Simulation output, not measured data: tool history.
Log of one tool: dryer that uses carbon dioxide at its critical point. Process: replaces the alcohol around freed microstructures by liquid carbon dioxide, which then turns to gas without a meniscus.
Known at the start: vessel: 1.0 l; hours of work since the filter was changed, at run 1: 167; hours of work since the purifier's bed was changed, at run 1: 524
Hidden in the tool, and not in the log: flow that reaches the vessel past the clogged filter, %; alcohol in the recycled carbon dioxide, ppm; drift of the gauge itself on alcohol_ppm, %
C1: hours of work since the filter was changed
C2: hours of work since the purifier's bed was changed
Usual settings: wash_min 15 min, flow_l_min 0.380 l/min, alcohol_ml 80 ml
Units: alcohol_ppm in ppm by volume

Run 1, hour 0.0: usual settings; C1 167; C2 524. Result: alcohol_ppm 1208 ppm by volume.
Run 2, hour 24.1: usual settings; C1 176; C2 533. Result: alcohol_ppm 1279 ppm by volume.
Run 3, hour 58.8: usual settings but flow_l_min 0.630 l/min; C1 190; C2 546. Result: alcohol_ppm 235 ppm by volume.
Run 4, hour 83.2: usual settings; C1 199; C2 556. Result: alcohol_ppm 1321 ppm by volume.
Run 5, hour 114.3: usual settings; C1 211; C2 568. Result: alcohol_ppm 1377 ppm by volume.
Run 6, hour 130.9: usual settings but alcohol_ml 38 ml; C1 218; C2 574. Result: alcohol_ppm 762 ppm by volume.
Run 7, hour 162.8: usual settings but alcohol_ml 38 ml; C1 230; C2 587. Result: alcohol_ppm 775 ppm by volume.
Run 8, hour 178.6: usual settings but alcohol_ml 38 ml; C1 236; C2 593. Result: alcohol_ppm 780 ppm by volume.
At hour 190.5: inlet filter changed.
Run 9, hour 213.4: usual settings but alcohol_ml 38 ml; C1 9; C2 606. Result: alcohol_ppm 522 ppm by volume.
Run 10, hour 239.1: usual settings but alcohol_ml 25 ml; C1 19; C2 616. Result: alcohol_ppm 409 ppm by volume.
Run 11, hour 272.6: usual settings but alcohol_ml 110 ml; C1 32; C2 629. Result: alcohol_ppm 1148 ppm by volume.
Run 12, hour 289.7: usual settings but wash_min 21 min, alcohol_ml 46 ml; C1 39; C2 636. Result: alcohol_ppm 265 ppm by volume.
Run 13, hour 322.5: usual settings but wash_min 12 min, flow_l_min 0.453 l/min, alcohol_ml 60 ml; C1 51; C2 649. Result: alcohol_ppm 845 ppm by volume.
Run 14, hour 345.6: usual settings but wash_min 12 min, flow_l_min 0.453 l/min, alcohol_ml 60 ml; C1 60; C2 658. Result: alcohol_ppm 871 ppm by volume.
Run 15, hour 378.3: usual settings but wash_min 12 min, flow_l_min 0.453 l/min, alcohol_ml 60 ml; C1 73; C2 670. Result: alcohol_ppm 901 ppm by volume.
Run 16, hour 411.9: usual settings but wash_min 20 min, flow_l_min 0.472 l/min, alcohol_ml 44 ml; C1 86; C2 683. Result: alcohol_ppm 241 ppm by volume.
Run 17, hour 446.2: usual settings but wash_min 20 min, flow_l_min 0.600 l/min, alcohol_ml 44 ml; C1 99; C2 697. Result: alcohol_ppm 221 ppm by volume.
Run 18, hour 476.0: usual settings but alcohol_ml 27 ml; C1 111; C2 708. Result: alcohol_ppm 512 ppm by volume.
Run 19, hour 492.1: usual settings but wash_min 12 min, flow_l_min 0.259 l/min, alcohol_ml 45 ml; C1 117; C2 714. Result: alcohol_ppm 4248 ppm by volume.
Run 20, hour 524.3: usual settings but wash_min 20 min, flow_l_min 0.272 l/min, alcohol_ml 30 ml; C1 130; C2 727. Result: alcohol_ppm 694 ppm by volume.
Run 21, hour 550.1: usual settings but wash_min 12 min, flow_l_min 0.241 l/min, alcohol_ml 104 ml; C1 140; C2 737. Result: alcohol_ppm 11615 ppm by volume.

Hidden state or all else? Some run-to-run changes of alcohol_ppm, split into what the settings, what came in and random variation would give without the hidden state, and what is left for the hidden state (with any gauge scatter that isn't in both results):
Run 18 -> 19: wash_min 15 -> 12, flow_l_min 0.380 -> 0.259, alcohol_ml 27 -> 45. alcohol_ppm +3736 ppm by volume: hidden state +570, all else +3166.
Run 20 -> 21: wash_min 20 -> 12, flow_l_min 0.272 -> 0.241, alcohol_ml 30 -> 104. alcohol_ppm +10921 ppm by volume: hidden state +1854, all else +9067.
